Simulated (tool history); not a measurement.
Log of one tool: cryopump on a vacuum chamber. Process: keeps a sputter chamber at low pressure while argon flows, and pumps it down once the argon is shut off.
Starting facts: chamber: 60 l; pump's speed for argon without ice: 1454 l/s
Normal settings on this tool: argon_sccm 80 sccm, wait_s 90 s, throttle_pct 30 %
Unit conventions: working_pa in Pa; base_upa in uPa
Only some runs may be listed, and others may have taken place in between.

run	hour	argon_sccm	wait_s	throttle_pct	working_pa	base_upa
1	0	80	90	30	0.3159	1.46
2	28.2	80	90	19	0.4958	1.49
3	65.9	80	90	33	0.2866	1.44
4	109.5	80	90	30	0.3162	1.5
5	138.2	80	90	30	0.3194	1.53
6	183.4	80	90	30	0.3193	1.58
7	217.1	80	90	30	0.3205	1.56
8	248.6	80	90	30	0.3247	1.61
9	282.1	80	90	35	0.2801	1.67
10	329.6	80	90	35	0.2825	1.65
11	354.2	80	90	30	0.3261	1.65
12	390.9	80	90	30	0.3277	1.77
13	423.5	80	90	33	0.2998	1.78
14	473.8	80	90	42	0.2429	1.78
15	506.7	80	90	42	0.2442	1.9
16	539.7	80	90	42	0.2446	1.86
17	572.2	80	90	42	0.2444	1.89
18	619.9	80	90	42	0.2458	1.99
19	644.4	80	90	42	0.2473	1.99
20	674.4	121	90	18	0.8189	2.01
21	713	111	41	39	0.3696	2.5
22	758.9	95	37	29	0.4178	2.63
23	811.1	46	72	30	0.1985	2.3
24	840.8	46	72	30	0.1982	2.28
25	871.2	46	72	30	0.1993	2.35
26	916.5	46	72	30	0.2007	2.37
27	962.2	80	72	59	0.1972	2.46
28	1004	35	280	48	0.1032	2.22
29	1026.5	83	280	53	0.2252	2.16
# hour 1043.2: pump warmed up, emptied and cooled again
30	1072.9	32	148	48	0.0786	1.68
31	1100.2	32	148	52	0.0722	1.76
32	1125.6	75	148	38	0.2324	1.78
33	1165.9	75	148	55	0.1619	1.78
34	1188	75	148	55	0.1635	1.76
35	1227.5	75	148	55	0.1643	1.82

Subtracting, for every run, the result it would have given without the tool's unlogged condition from the measured result gives the following. The same run-to-run variation enters both numbers; the gauge's scatter may not:
What the log doesn't record here: pump's speed, % of a pump's without ice; cold plate's temperature, K; leak into the chamber, uPa l/s; drift of the gauge itself on working_pa, %; drift of the gauge itself on base_upa, %.
run	working_pa	base_upa
1	+0.0054	+0.88
2	+0.0061	+0.92
3	+0.007	+0.91
4	+0.0083	+0.95
5	+0.0093	+0.97
6	+0.0106	+1.01
7	+0.0115	+1.03
8	+0.0126	+1.05
9	+0.0136	+1.1
10	+0.0151	+1.13
11	+0.0158	+1.13
12	+0.0171	+1.2
13	+0.0181	+1.22
14	+0.0201	+1.23
15	+0.0213	+1.32
16	+0.0223	+1.32
17	+0.0235	+1.33
18	+0.0254	+1.42
19	+0.0263	+1.44
20	+0.0414	+1.45
21	+0.0401	+1.5
22	+0.0368	+1.55
23	+0.0192	+1.64
24	+0.0199	+1.63
25	+0.0207	+1.71
26	+0.0221	+1.73
27	+0.0403	+1.8
28	+0.0186	+1.9
29	+0.0452	+1.85
30	+0.0006	+1.25
31	+0.0009	+1.31
32	+0.0027	+1.33
33	+0.0036	+1.36
34	+0.0041	+1.36
35	+0.0052	+1.4
